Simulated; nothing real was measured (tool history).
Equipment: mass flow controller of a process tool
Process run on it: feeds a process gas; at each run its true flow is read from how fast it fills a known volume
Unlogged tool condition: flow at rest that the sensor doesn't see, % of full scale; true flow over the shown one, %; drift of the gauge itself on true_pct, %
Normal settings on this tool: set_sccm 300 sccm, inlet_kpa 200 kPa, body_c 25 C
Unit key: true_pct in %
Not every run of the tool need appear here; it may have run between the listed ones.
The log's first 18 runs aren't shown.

run	hour	set_sccm	inlet_kpa	body_c	hours of work since the controller was set to zero	hours of work since the controller was changed	true_pct
19	6287.7	300	200	25	1552	1552	99.54
20	6637.4	300	200	25	1691	1691	99.57
21	6978.4	300	200	25	1825	1825	99.63
22	7397.4	133	200	25	1991	1991	98.67
23	7676.5	133	200	25	2101	2101	98.7
24	7972.4	261	212	23	2218	2218	99.41
25	8216.3	261	212	23	2315	2315	99.38
26	8418.6	58	160	23	2395	2395	96.29
27	8822.2	143	151	31	2554	2554	98.64
28	9038.5	143	151	31	2640	2640	98.57
29	9494.1	143	151	20	2820	2820	97.76
# hour 9530.6: controller's zero set anew
30	9907.4	340	150	39	149	2983	100.03
31	10186.3	340	150	39	259	3093	100.12
32	10648.6	340	150	39	442	3276	100.11
33	10971	146	162	22	569	3403	97.25
34	11436	290	147	32	753	3587	99.23
35	11842.9	290	206	27	914	3748	99.52
36	12086.8	133	236	27	1010	3844	97.74
# hour 12274.1: controller's zero set anew, once more
37	12338.6	133	236	27	25	3943	100.42
38	12746.5	133	236	27	187	4104	100.26
39	13189.1	373	200	34	362	4279	101.28
40	13506	223	257	33	487	4405	101.21
41	13787.6	109	144	25	598	4516	99.14
42	13985.9	221	243	25	676	4594	100.43
43	14371.9	300	279	25	829	4747	100.98

For run 44, what comes out?
44	14743.9	446	227	25	976	4894	?

Run 44 measured true_pct 101.06 %.
The same run, on a tool lacking any hidden state, would have yielded true_pct 100.09 %.
